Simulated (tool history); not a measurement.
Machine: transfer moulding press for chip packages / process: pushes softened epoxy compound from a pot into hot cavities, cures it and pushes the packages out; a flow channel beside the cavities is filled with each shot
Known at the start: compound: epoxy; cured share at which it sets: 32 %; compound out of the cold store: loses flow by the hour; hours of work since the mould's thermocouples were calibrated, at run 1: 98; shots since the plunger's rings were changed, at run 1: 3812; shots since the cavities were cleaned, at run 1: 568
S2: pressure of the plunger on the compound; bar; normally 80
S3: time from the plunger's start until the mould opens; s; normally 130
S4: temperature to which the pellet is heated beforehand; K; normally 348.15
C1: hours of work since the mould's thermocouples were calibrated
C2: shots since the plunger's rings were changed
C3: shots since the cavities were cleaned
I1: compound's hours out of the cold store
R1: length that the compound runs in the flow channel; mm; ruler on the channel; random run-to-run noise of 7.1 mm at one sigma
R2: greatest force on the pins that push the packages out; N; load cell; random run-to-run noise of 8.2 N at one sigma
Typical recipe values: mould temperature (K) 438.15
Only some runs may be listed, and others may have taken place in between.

Run 1, hour 0: usual settings; C1 98; C2 3812; C3 568; I1 44.6. Result: R1 752 mm, R2 511 N.
At hour 14.8: cavities cleaned with cleaning compound and waxed.
Run 2, hour 31.9: usual settings; C1 116; C2 4070; C3 145; I1 33.2. Result: R1 777 mm, R2 418 N.
Run 3, hour 81.8: usual settings but S3 132 s; C1 147; C2 4494; C3 569; I1 28.3. Result: R1 778 mm, R2 487 N.
At hour 97.5: cavities cleaned with cleaning compound and waxed.
Run 4, hour 114.6: usual settings but S3 132 s; C1 167; C2 4760; C3 145; I1 46.5. Result: R1 730 mm, R2 401 N.
Run 5, hour 156.1: usual settings but S4 352.15 K; C1 192; C2 5112; C3 497; I1 14.2. Result: R1 818 mm, R2 496 N.
At hour 178.6: cavities cleaned with cleaning compound and waxed.
Run 6, hour 186.7: usual settings but S4 352.15 K; C1 210; C2 5359; C3 68; I1 21.6. Result: R1 791 mm, R2 393 N.
Run 7, hour 246.9: usual settings but S4 342.15 K; C1 248; C2 5871; C3 580; I1 40.5. Result: R1 734 mm, R2 500 N.
At hour 257.3: cavities cleaned with cleaning compound and waxed.
Run 8, hour 288.6: usual settings but S4 342.15 K; C1 272; C2 6213; C3 267; I1 37.7. Result: R1 722 mm, R2 434 N.
At hour 335.8: plunger's sealing rings changed.
At hour 342.6: cavities cleaned with cleaning compound and waxed.
Run 9, hour 357.4: usual settings but mould temperature (K) 437.15, S4 342.15 K; C1 313; C2 171; C3 126; I1 32.5. Result: R1 857 mm, R2 430 N.
Run 10, hour 414.7: usual settings but mould temperature (K) 437.15, S4 342.15 K; C1 348; C2 657; C3 612; I1 31.5. Result: R1 841 mm, R2 524 N.
At hour 424.7: cavities cleaned with cleaning compound and waxed.
Run 11, hour 480.7: usual settings but mould temperature (K) 437.15, S4 342.15 K; C1 388; C2 1205; C3 475; I1 42.4. Result: R1 809 mm, R2 492 N.
At hour 507.2: cavities cleaned with cleaning compound and waxed.
Run 12, hour 520.5: usual settings but mould temperature (K) 437.15, S4 342.15 K; C1 412; C2 1530; C3 113; I1 44.8. Result: R1 777 mm, R2 416 N.
At hour 586.2: cavities cleaned with cleaning compound and waxed.
Run 13, hour 589.9: usual settings; C1 454; C2 2107; C3 31; I1 34.8. Result: R1 806 mm, R2 379 N.
Run 14, hour 627: usual settings but mould temperature (K) 446.15, S2 96.2 bar, S3 167 s, S4 357.15 K; C1 477; C2 2423; C3 347; I1 28.8. Result: R1 870 mm, R2 428 N.
At hour 666.5: cavities cleaned with cleaning compound and waxed.
Run 15, hour 692.9: usual settings but mould temperature (K) 446.15, S2 96.2 bar, S3 167 s, S4 357.15 K; C1 516; C2 2969; C3 224; I1 33.9. Result: R1 837 mm, R2 382 N.
At hour 745.6: cavities cleaned with cleaning compound and waxed.
Run 16, hour 757: usual settings but S2 99.4 bar, S4 344.15 K; C1 555; C2 3502; C3 97; I1 33.2. Result: R1 888 mm, R2 379 N.
Run 17, hour 789.6: usual settings but S2 97.8 bar; C1 575; C2 3778; C3 373; I1 43.4. Result: R1 829 mm, R2 465 N.
At hour 828: cavities cleaned with cleaning compound and waxed.
Run 18, hour 853.8: usual settings but S2 97.8 bar; C1 614; C2 4311; C3 219; I1 23.2. Result: R1 897 mm, R2 429 N.
Run 19, hour 903.6: usual settings but S2 77.7 bar, S3 121 s, S4 344.15 K; C1 645; C2 4734; C3 642; I1 29.5. Result: R1 773 mm, R2 544 N.

Forecast run 20:
At hour 909.6: cavities cleaned with cleaning compound and waxed.
At hour 930: mould's thermocouples calibrated.
Run 20, hour 967: usual settings but mould temperature (K) 433.15, S2 76.9 bar, S3 147 s, S4 345.15 K; C1 23; C2 5243; C3 471; I1 18. Result: R1 ?, R2 ?.

Run 20 gave R1 805 mm, R2 554 N.
If the tool had no hidden condition, the same run with the same run-to-run variation would have returned R1 901 mm, R2 403 N.
